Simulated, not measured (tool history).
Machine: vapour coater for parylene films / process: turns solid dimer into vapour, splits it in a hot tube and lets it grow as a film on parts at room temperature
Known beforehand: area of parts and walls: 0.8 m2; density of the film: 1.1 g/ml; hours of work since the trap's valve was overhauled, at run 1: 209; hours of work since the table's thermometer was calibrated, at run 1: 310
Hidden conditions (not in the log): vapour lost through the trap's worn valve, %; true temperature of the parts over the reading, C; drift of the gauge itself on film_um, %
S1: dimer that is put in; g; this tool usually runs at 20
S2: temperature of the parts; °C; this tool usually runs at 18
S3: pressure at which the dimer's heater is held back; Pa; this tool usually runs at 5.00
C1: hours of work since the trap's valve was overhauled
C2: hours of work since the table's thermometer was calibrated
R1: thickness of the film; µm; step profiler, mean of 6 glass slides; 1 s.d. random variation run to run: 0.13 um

| run | hour | S1 | S2 | S3 | C1 | C2 | R1 |
|---|---|---|---|---|---|---|---|
| 1 | 0.0 | 20 | 18 | 5.00 | 209 | 310 | 16.02 |
| 2 | 25.4 | 26 | 18 | 5.00 | 231 | 331 | 20.76 |
| 3 | 51.2 | 19 | 18 | 5.00 | 252 | 352 | 15.26 |
| 4 | 72.6 | 19 | 18 | 5.00 | 270 | 370 | 15.27 |
|  | 82.6 | trap's valve overhauled |
| 5 | 99.3 | 20 | 13 | 5.00 | 14 | 389 | 20.29 |
| 6 | 119.0 | 20 | 13 | 5.00 | 30 | 405 | 20.21 |
| 7 | 142.7 | 20 | 10 | 5.00 | 50 | 425 | 22.62 |
| 8 | 168.9 | 20 | 10 | 5.00 | 72 | 447 | 22.14 |
| 9 | 188.6 | 20 | 10 | 5.00 | 88 | 463 | 22.41 |
| 10 | 209.8 | 20 | 10 | 5.00 | 106 | 481 | 22.60 |
| 11 | 222.4 | 33 | 16 | 3.58 | 116 | 491 | 29.64 |
| 12 | 244.7 | 29 | 13 | 9.42 | 135 | 510 | 27.85 |
| 13 | 258.3 | 12 | 13 | 11.40 | 146 | 521 | 11.48 |
| 14 | 274.1 | 12 | 13 | 11.40 | 160 | 535 | 11.27 |
| 15 | 293.8 | 12 | 15 | 11.40 | 176 | 551 | 10.39 |
| 16 | 311.1 | 14 | 15 | 11.07 | 190 | 565 | 12.14 |
| 17 | 335.4 | 14 | 15 | 11.07 | 211 | 586 | 12.20 |
| 18 | 348.6 | 20 | 15 | 11.54 | 222 | 597 | 17.11 |
| 19 | 367.3 | 12 | 15 | 7.19 | 237 | 612 | 10.77 |

Entry by entry between the runs, the difference in hidden state between the last listed run before and the first listed run after:
After run 4, before run 5: trap's valve overhauled (hour 82.6)
  vapour lost through the trap's worn valve, %: 0.4 -> 0

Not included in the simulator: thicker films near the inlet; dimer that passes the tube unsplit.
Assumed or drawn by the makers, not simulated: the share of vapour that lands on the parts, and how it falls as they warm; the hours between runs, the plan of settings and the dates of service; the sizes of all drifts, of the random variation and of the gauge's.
